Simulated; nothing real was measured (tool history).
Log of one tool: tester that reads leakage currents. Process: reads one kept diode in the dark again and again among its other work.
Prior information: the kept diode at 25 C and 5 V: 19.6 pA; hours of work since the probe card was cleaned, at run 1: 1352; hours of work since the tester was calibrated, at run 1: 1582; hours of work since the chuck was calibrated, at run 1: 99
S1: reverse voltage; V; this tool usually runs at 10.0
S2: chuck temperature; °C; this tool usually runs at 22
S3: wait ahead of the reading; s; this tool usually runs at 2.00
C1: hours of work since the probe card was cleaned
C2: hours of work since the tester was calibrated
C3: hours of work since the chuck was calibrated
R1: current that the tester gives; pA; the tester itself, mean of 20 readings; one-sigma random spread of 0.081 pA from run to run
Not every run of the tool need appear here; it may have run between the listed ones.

run    hour    S1  S2    S3    C1    C2   C3      R1
  1     0.0  10.0  22  2.00  1352  1582   99   34.89
  2    85.2  10.0  22  2.00  1418  1648  165   35.19
  3   121.8  10.0  22  2.00  1446  1676  193   35.60
  4   208.9  10.0  22  2.00  1513  1743  260   35.79
  5   269.9  10.0  22  2.00  1560  1790  307   36.19
  6   337.2  10.0  22  2.00  1612  1842  359   36.48
  7   423.8  10.0  22  0.93  1679  1909  426   37.84
  8   484.3  10.0  22  0.93  1726  1955  473   38.14
  9   538.8  10.0  22  2.00  1768  1997  515   37.53
 10   622.7  10.0  22  2.00  1832  2062  579   37.74
 11   705.7  10.0  22  2.00  1896  2126  643   38.25
      744.1  -- probe card cleaned and baked
 12   787.7  10.0  22  2.00    34  2187  704   18.01
 13   846.4  10.0  22  7.50    79  2232  750   17.68
 14   882.5  10.0  22  7.50   107  2260  777   17.91
 15   957.8  10.0  22  7.50   165  2318  835   18.35
      981.9  -- chuck's temperature calibrated
 16  1022.1  10.0  21  2.00   213  2366   31   21.59
 17  1104.4   1.3  21  2.00   276  2430   94    8.15
 18  1146.5   1.3  21  2.00   309  2462  127    8.19
 19  1208.8   1.3  21  2.00   357  2510  175    8.06
 20  1278.8  10.0  22  2.60   411  2564  229   24.32
 21  1352.1  12.3  22  2.00   467  2621  285   27.99
 22  1434.2   6.0  27  9.30   530  2684  349   26.84
 23  1488.4   5.9  24  0.76   572  2726  390   22.50
 24  1551.6   4.5  22  1.00   621  2774  439   16.79
 25  1599.8   4.5  22  0.81   658  2811  476   16.98
 26  1640.3   8.4  22  4.04   689  2843  508   23.38
 27  1703.7   8.4  22  4.04   738  2892  556   23.50
 28  1760.4  11.2  22  0.89   782  2935  600   29.96
 29  1804.1  11.2  22  0.89   816  2969  634   30.43
 30  1877.9  11.2  22  0.89   872  3026  691   30.73
 31  1932.0   7.7  20  2.61   914  3068  732   20.88
 32  1978.7   1.8  53  3.14   950  3104  768  105.59
 33  2058.8   1.8  20  3.14  1012  3165  830    8.71
     2088.3  -- chuck's temperature calibrated
 34  2122.9   1.8  20  3.14  1060  3213   27   10.37
 35  2171.9   2.2  32  0.37  1098  3251   64   28.98
 36  2218.9   2.2  32  0.37  1134  3287  101   28.81
 37  2254.1   2.2  28  1.76  1161  3314  128   20.71
 38  2332.2   1.0  28  0.49  1221  3375  188   14.19
 39  2382.5   3.1  28  0.38  1260  3413  227   25.32
 40  2418.5   2.4  34  2.45  1288  3441  255   32.88

Each row is a separate what-if for the run after 40, all from the same tool condition, not one after another. Results?
  A  2479.7   1.0  20  1.66  1335  3488  302   ?
  B  2479.7   2.4  27  2.45  1335  3488  302   ?
  C  2479.7  14.3  42  0.46  1335  3488  302   ?
  D  2479.7   2.1  34  2.45  1335  3488  302   ?

run      R1
  A    7.50
  B   19.74
  C  143.62
  D   30.88
Stripped of hidden state, with their random variation kept, the same runs would have yielded:
run      R1
  A    6.47
  B   17.36
  C  130.43
  D   29.70
